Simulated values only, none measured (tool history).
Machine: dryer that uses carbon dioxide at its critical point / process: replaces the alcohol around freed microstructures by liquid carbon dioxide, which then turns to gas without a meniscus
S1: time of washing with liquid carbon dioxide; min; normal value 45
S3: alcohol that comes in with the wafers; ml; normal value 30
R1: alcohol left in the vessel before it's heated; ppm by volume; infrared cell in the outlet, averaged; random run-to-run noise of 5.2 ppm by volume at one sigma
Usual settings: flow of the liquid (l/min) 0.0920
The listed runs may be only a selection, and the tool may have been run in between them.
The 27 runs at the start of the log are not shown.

run 28 hour=1114.8 | S1=70 flow_of_the_liquid_(l/min)=0.0619 S3=83 | R1=363
run 29 hour=1160.0 | S1=34 flow_of_the_liquid_(l/min)=0.1439 S3=36 | R1=152
run 30 hour=1218.4 | S1=58 flow_of_the_liquid_(l/min)=0.0597 S3=30 | R1=455
run 31 hour=1246.4 | S1=58 flow_of_the_liquid_(l/min)=0.0597 S3=30 | R1=470
run 32 hour=1286.0 | S1=58 flow_of_the_liquid_(l/min)=0.1487 S3=25 | R1=67
-- hour=1311.6 purifier's bed changed
run 33 hour=1327.3 | S1=58 flow_of_the_liquid_(l/min)=0.1487 S3=25 | R1=7
run 34 hour=1377.1 | S1=32 flow_of_the_liquid_(l/min)=0.1487 S3=25 | R1=80
run 35 hour=1401.3 | S1=32 flow_of_the_liquid_(l/min)=0.1487 S3=25 | R1=90
run 36 hour=1458.5 | S1=32 flow_of_the_liquid_(l/min)=0.1487 S3=25 | R1=97
run 37 hour=1503.0 | S1=32 flow_of_the_liquid_(l/min)=0.1487 S3=25 | R1=95
-- hour=1523.4 inlet filter changed
run 38 hour=1542.2 | S1=32 flow_of_the_liquid_(l/min)=0.1487 S3=25 | R1=40
run 39 hour=1573.1 | S1=45 flow_of_the_liquid_(l/min)=0.0712 S3=46 | R1=554
run 40 hour=1628.6 | S1=45 flow_of_the_liquid_(l/min)=0.0920 S3=74 | R1=248
run 41 hour=1655.6 | S1=61 flow_of_the_liquid_(l/min)=0.1221 S3=41 | R1=8
run 42 hour=1711.7 | S1=42 flow_of_the_liquid_(l/min)=0.0977 S3=41 | R1=164
run 43 hour=1742.2 | S1=42 flow_of_the_liquid_(l/min)=0.0977 S3=41 | R1=157
run 44 hour=1771.6 | S1=54 flow_of_the_liquid_(l/min)=0.0920 S3=30 | R1=45
run 45 hour=1828.5 | S1=57 flow_of_the_liquid_(l/min)=0.0565 S3=21 | R1=280
run 46 hour=1870.2 | S1=57 flow_of_the_liquid_(l/min)=0.0561 S3=21 | R1=297
run 47 hour=1917.0 | S1=53 flow_of_the_liquid_(l/min)=0.0743 S3=106 | R1=533

Predict each of these 4 candidate next runs independently; none follows another, all start after run 47:
run A hour=1967.8 | S1=40 flow_of_the_liquid_(l/min)=0.0680 S3=92 | R1=?
run B hour=1967.8 | S1=53 flow_of_the_liquid_(l/min)=0.0596 S3=106 | R1=?
run C hour=1967.8 | S1=53 flow_of_the_liquid_(l/min)=0.0743 S3=55 | R1=?
run D hour=1967.8 | S1=28 flow_of_the_liquid_(l/min)=0.0588 S3=33 | R1=?

run=A R1=2791
run=B R1=1640
run=C R1=278
run=D R1=5190
Stripped of hidden state, with their random variation kept, the same runs would have yielded:
run=A R1=2302
run=B R1=1309
run=C R1=203
run=D R1=4618
